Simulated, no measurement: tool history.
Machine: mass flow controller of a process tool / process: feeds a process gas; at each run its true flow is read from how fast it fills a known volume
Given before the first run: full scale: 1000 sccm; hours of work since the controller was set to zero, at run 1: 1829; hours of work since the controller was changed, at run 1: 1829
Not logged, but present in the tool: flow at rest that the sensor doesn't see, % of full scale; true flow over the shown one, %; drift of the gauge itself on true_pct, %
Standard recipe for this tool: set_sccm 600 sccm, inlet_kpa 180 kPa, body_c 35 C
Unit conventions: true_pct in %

run    hour  set_sccm  inlet_kpa  body_c  hours of work since the controller was set to zero  hours of work since the controller was changed  true_pct
  1       0       600        180      35                                                1829                                            1829     97.31
  2   309.5       103        180      35                                                1986                                            1986     93.19
  3   558.3       181        180      35                                                2111                                            2111     94.56
  4   861.4       600        180      35                                                2264                                            2264     97.06
  5  1102.1       600        180      35                                                2386                                            2386     97.03
  6  1407.8       600        180      35                                                2540                                            2540     96.72
  7  1689.2       600        180      35                                                2683                                            2683     96.87
  8  1862.8       600        180      35                                                2770                                            2770     96.84
  9  2228.6       600        180      35                                                2955                                            2955      96.7
 10  2426.7       600        180      35                                                3055                                            3055     96.64
     2443.3  -- controller's zero set anew
 11    2805       600        184      35                                                 183                                            3246     96.22
 12  3080.6       600        184      35                                                 322                                            3385        96
 13  3429.1       600        180      35                                                 498                                            3561     96.01
 14    3700       600        180      35                                                 635                                            3698     95.88
 15  3995.8       600        180      35                                                 784                                            3848     95.95
     4270.1  -- controller's zero set anew, once more
 16    4326       600        180      35                                                  28                                            4014     97.04
 17    4656       600        180      35                                                 195                                            4181     96.88
 18  4850.1       600        180      35                                                 293                                            4279     96.89
 19  5007.1       103        146      22                                                 372                                            4358     95.51
 20  5293.3       305        205      20                                                 517                                            4503     96.35
 21  5651.3       170        142      34                                                 698                                            4684     95.08
 22  5886.7       600        180      31                                                 817                                            4803      96.9
 23  6260.1       600        180      31                                                1005                                            4991     96.77
 24  6473.3       600        180      38                                                1113                                            5099     96.53
 25  6841.5       136        179      30                                                1299                                            5285     94.18
 26  7056.1       136        179      30                                                1407                                            5393     94.02
 27  7305.7       600        167      32                                                1534                                            5520     96.48
 28    7638       600        167      32                                                1702                                            5687     96.36
 29  7876.7       600        198      30                                                1822                                            5808     96.24
 30  8137.8       416        241      29                                                1954                                            5940     95.46
 31  8416.8       427        243      22                                                2095                                            6081     95.68
 32    8630       427        243      22                                                2203                                            6189     95.65
 33  8838.7       188        180      35                                                2308                                            6294      93.5
 34  9042.6       188        180      35                                                2411                                            6397     93.32
 35  9231.8       921        218      35                                                2507                                            6493     96.83
 36  9396.8       921        218      35                                                2590                                            6576     96.77

3 ways to go on from here, each from the tool as it stands after run 36. What would each give?
  A  9593.7       921        277      26                                                2690                                            6676         ?
  B  9593.7       108        197      22                                                2690                                            6676         ?
  C  9593.7       118        180      35                                                2690                                            6676         ?

run  true_pct
  A     96.92
  B     91.89
  C     91.61
With the hidden condition removed and each run's random variation left untouched, the same runs would have given:
run  true_pct
  A      99.4
  B     97.43
  C     96.85

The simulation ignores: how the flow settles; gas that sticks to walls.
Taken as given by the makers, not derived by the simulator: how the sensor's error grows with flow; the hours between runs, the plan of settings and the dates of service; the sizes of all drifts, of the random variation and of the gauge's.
